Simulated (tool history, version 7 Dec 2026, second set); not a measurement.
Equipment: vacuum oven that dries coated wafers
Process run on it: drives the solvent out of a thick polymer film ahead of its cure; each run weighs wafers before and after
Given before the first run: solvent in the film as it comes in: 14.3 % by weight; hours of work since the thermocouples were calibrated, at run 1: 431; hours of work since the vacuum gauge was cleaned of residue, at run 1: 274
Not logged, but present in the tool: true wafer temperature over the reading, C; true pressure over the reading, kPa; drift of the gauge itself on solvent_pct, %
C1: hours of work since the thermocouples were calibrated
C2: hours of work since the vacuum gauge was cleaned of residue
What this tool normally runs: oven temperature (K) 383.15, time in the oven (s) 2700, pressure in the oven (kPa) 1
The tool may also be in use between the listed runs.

run 1 hour=0 | oven_temperature_(K)=383.15 time_in_the_oven_(s)=2700 pressure_in_the_oven_(kPa)=1 | C1=431 C2=274 | solvent_left_in_the_film_(%)=1.67
run 2 hour=20.7 | oven_temperature_(K)=386.15 time_in_the_oven_(s)=2700 pressure_in_the_oven_(kPa)=1 | C1=447 C2=290 | solvent_left_in_the_film_(%)=1.26
run 3 hour=46.5 | oven_temperature_(K)=383.15 time_in_the_oven_(s)=2700 pressure_in_the_oven_(kPa)=1 | C1=466 C2=310 | solvent_left_in_the_film_(%)=1.73
run 4 hour=70 | oven_temperature_(K)=383.15 time_in_the_oven_(s)=2700 pressure_in_the_oven_(kPa)=1 | C1=484 C2=327 | solvent_left_in_the_film_(%)=1.69
run 5 hour=98.7 | oven_temperature_(K)=383.15 time_in_the_oven_(s)=2700 pressure_in_the_oven_(kPa)=1 | C1=506 C2=349 | solvent_left_in_the_film_(%)=1.69
run 6 hour=118.2 | oven_temperature_(K)=383.15 time_in_the_oven_(s)=2700 pressure_in_the_oven_(kPa)=1 | C1=520 C2=364 | solvent_left_in_the_film_(%)=1.67
run 7 hour=148.6 | oven_temperature_(K)=383.15 time_in_the_oven_(s)=2700 pressure_in_the_oven_(kPa)=1 | C1=543 C2=387 | solvent_left_in_the_film_(%)=1.68
run 8 hour=162.5 | oven_temperature_(K)=383.15 time_in_the_oven_(s)=2700 pressure_in_the_oven_(kPa)=1 | C1=554 C2=397 | solvent_left_in_the_film_(%)=1.67
run 9 hour=193.2 | oven_temperature_(K)=383.15 time_in_the_oven_(s)=2940 pressure_in_the_oven_(kPa)=1 | C1=577 C2=420 | solvent_left_in_the_film_(%)=1.44
run 10 hour=207.7 | oven_temperature_(K)=383.15 time_in_the_oven_(s)=2940 pressure_in_the_oven_(kPa)=1 | C1=588 C2=431 | solvent_left_in_the_film_(%)=1.43
run 11 hour=223.6 | oven_temperature_(K)=383.15 time_in_the_oven_(s)=2220 pressure_in_the_oven_(kPa)=1 | C1=600 C2=443 | solvent_left_in_the_film_(%)=2.26
run 12 hour=238.3 | oven_temperature_(K)=397.15 time_in_the_oven_(s)=2700 pressure_in_the_oven_(kPa)=1 | C1=611 C2=455 | solvent_left_in_the_film_(%)=0.39
-- hour=241.9 vacuum gauge cleaned of residue and calibrated
run 13 hour=267.4 | oven_temperature_(K)=380.15 time_in_the_oven_(s)=2640 pressure_in_the_oven_(kPa)=1 | C1=632 C2=19 | solvent_left_in_the_film_(%)=2.3
run 14 hour=282.9 | oven_temperature_(K)=380.15 time_in_the_oven_(s)=2640 pressure_in_the_oven_(kPa)=1 | C1=644 C2=31 | solvent_left_in_the_film_(%)=2.31
run 15 hour=306.8 | oven_temperature_(K)=380.15 time_in_the_oven_(s)=2640 pressure_in_the_oven_(kPa)=1 | C1=662 C2=49 | solvent_left_in_the_film_(%)=2.27
-- hour=313.5 vacuum gauge cleaned of residue and calibrated, once more
run 16 hour=335 | oven_temperature_(K)=389.15 time_in_the_oven_(s)=2220 pressure_in_the_oven_(kPa)=0.8 | C1=682 C2=16 | solvent_left_in_the_film_(%)=1.11
run 17 hour=358.1 | oven_temperature_(K)=395.15 time_in_the_oven_(s)=4020 pressure_in_the_oven_(kPa)=2.44 | C1=699 C2=34 | solvent_left_in_the_film_(%)=0.7
run 18 hour=384.6 | oven_temperature_(K)=383.15 time_in_the_oven_(s)=2700 pressure_in_the_oven_(kPa)=1.07 | C1=719 C2=54 | solvent_left_in_the_film_(%)=1.59
run 19 hour=410.8 | oven_temperature_(K)=397.15 time_in_the_oven_(s)=2700 pressure_in_the_oven_(kPa)=2.3 | C1=739 C2=73 | solvent_left_in_the_film_(%)=0.66
run 20 hour=438.8 | oven_temperature_(K)=397.15 time_in_the_oven_(s)=2700 pressure_in_the_oven_(kPa)=2.3 | C1=760 C2=95 | solvent_left_in_the_film_(%)=0.72

Each row is a separate what-if for the run after 20, all from the same tool condition, not one after another. Results?
run A hour=455.8 | oven_temperature_(K)=373.15 time_in_the_oven_(s)=1800 pressure_in_the_oven_(kPa)=1.18 | C1=773 C2=108 | solvent_left_in_the_film_(%)=?
run B hour=455.8 | oven_temperature_(K)=397.15 time_in_the_oven_(s)=3240 pressure_in_the_oven_(kPa)=1.29 | C1=773 C2=108 | solvent_left_in_the_film_(%)=?
run C hour=455.8 | oven_temperature_(K)=376.15 time_in_the_oven_(s)=2700 pressure_in_the_oven_(kPa)=2.3 | C1=773 C2=108 | solvent_left_in_the_film_(%)=?

run=A solvent_left_in_the_film_(%)=5.45
run=B solvent_left_in_the_film_(%)=0.39
run=C solvent_left_in_the_film_(%)=3.54
Without the tool's unlogged condition, the same runs would have read:
run=A solvent_left_in_the_film_(%)=5.95
run=B solvent_left_in_the_film_(%)=0.42
run=C solvent_left_in_the_film_(%)=4.04

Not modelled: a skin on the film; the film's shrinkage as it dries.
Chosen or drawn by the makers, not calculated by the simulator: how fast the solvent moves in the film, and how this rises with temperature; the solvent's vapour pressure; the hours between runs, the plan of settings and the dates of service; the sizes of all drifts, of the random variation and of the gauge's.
